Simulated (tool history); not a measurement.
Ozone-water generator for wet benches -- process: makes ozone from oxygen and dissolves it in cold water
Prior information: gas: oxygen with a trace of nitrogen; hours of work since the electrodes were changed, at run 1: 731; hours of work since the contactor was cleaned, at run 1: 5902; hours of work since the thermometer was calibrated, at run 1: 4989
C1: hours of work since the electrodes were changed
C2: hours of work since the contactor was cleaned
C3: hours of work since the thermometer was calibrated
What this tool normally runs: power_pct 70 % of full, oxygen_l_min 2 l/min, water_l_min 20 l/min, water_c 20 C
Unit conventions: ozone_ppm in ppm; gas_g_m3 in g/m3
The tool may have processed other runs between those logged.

{"run": 1, "hour": 0.0, "power_pct": 70, "oxygen_l_min": 2, "water_l_min": 20, "water_c": 20, "C1": 731, "C2": 5902, "C3": 4989, "ozone_ppm": 11.3, "gas_g_m3": 187}
{"run": 2, "hour": 53.6, "power_pct": 70, "oxygen_l_min": 2, "water_l_min": 32, "water_c": 20, "C1": 775, "C2": 5946, "C3": 5033, "ozone_ppm": 6.9, "gas_g_m3": 184.9}
{"run": 3, "hour": 84.0, "power_pct": 70, "oxygen_l_min": 2, "water_l_min": 32, "water_c": 20, "C1": 800, "C2": 5971, "C3": 5057, "ozone_ppm": 6.8, "gas_g_m3": 188.5}
{"run": 4, "hour": 118.8, "power_pct": 70, "oxygen_l_min": 2, "water_l_min": 32, "water_c": 20, "C1": 828, "C2": 5999, "C3": 5086, "ozone_ppm": 7, "gas_g_m3": 186}
{"run": 5, "hour": 152.5, "power_pct": 70, "oxygen_l_min": 2, "water_l_min": 20, "water_c": 20, "C1": 855, "C2": 6026, "C3": 5113, "ozone_ppm": 11.2, "gas_g_m3": 188.6}
{"run": 6, "hour": 202.8, "power_pct": 70, "oxygen_l_min": 2, "water_l_min": 20, "water_c": 20, "C1": 896, "C2": 6067, "C3": 5154, "ozone_ppm": 11, "gas_g_m3": 185.7}
{"run": 7, "hour": 250.1, "power_pct": 70, "oxygen_l_min": 2, "water_l_min": 20, "water_c": 20, "C1": 935, "C2": 6106, "C3": 5192, "ozone_ppm": 11.3, "gas_g_m3": 187.2}
{"run": 8, "hour": 306.8, "power_pct": 61, "oxygen_l_min": 2, "water_l_min": 13, "water_c": 26, "C1": 981, "C2": 6152, "C3": 5238, "ozone_ppm": 14.5, "gas_g_m3": 173.6}
{"run": 9, "hour": 342.9, "power_pct": 93, "oxygen_l_min": 2.1, "water_l_min": 29, "water_c": 20, "C1": 1010, "C2": 6181, "C3": 5268, "ozone_ppm": 8.9, "gas_g_m3": 209.1}
{"run": 10, "hour": 371.3, "power_pct": 66, "oxygen_l_min": 2, "water_l_min": 25, "water_c": 19, "C1": 1033, "C2": 6204, "C3": 5291, "ozone_ppm": 8.6, "gas_g_m3": 180.6}
{"run": 11, "hour": 409.8, "power_pct": 80, "oxygen_l_min": 1.38, "water_l_min": 25, "water_c": 19, "C1": 1065, "C2": 6236, "C3": 5322, "ozone_ppm": 8.7, "gas_g_m3": 247.4}
{"hour": 414.1, "done": "water thermometer calibrated"}
{"run": 12, "hour": 441.0, "power_pct": 55, "oxygen_l_min": 1.66, "water_l_min": 20, "water_c": 14, "C1": 1090, "C2": 6260, "C3": 22, "ozone_ppm": 10.1, "gas_g_m3": 184.2}
{"run": 13, "hour": 494.6, "power_pct": 93, "oxygen_l_min": 1.02, "water_l_min": 16, "water_c": 14, "C1": 1133, "C2": 6304, "C3": 65, "ozone_ppm": 14.5, "gas_g_m3": 314.9}

What would each run have given without the hidden state, its run-to-run variation left as it was?
Hidden conditions of the tool in this case: yield of the discharge, % of new electrodes'; contactor's efficiency, % of a clean one's; true water temperature over the reading, C; drift of the gauge itself on ozone_ppm, %; drift of the gauge itself on gas_g_m3, %.
run=1 ozone_ppm=11.9 gas_g_m3=188.9
run=2 ozone_ppm=7.4 gas_g_m3=187
run=3 ozone_ppm=7.3 gas_g_m3=190.7
run=4 ozone_ppm=7.4 gas_g_m3=188.2
run=5 ozone_ppm=11.9 gas_g_m3=191
run=6 ozone_ppm=11.7 gas_g_m3=188.3
run=7 ozone_ppm=12 gas_g_m3=189.9
run=8 ozone_ppm=15.2 gas_g_m3=176.1
run=9 ozone_ppm=9.6 gas_g_m3=213
run=10 ozone_ppm=9.2 gas_g_m3=183.5
run=11 ozone_ppm=9.3 gas_g_m3=252
run=12 ozone_ppm=10.7 gas_g_m3=187.1
run=13 ozone_ppm=15.4 gas_g_m3=321.7

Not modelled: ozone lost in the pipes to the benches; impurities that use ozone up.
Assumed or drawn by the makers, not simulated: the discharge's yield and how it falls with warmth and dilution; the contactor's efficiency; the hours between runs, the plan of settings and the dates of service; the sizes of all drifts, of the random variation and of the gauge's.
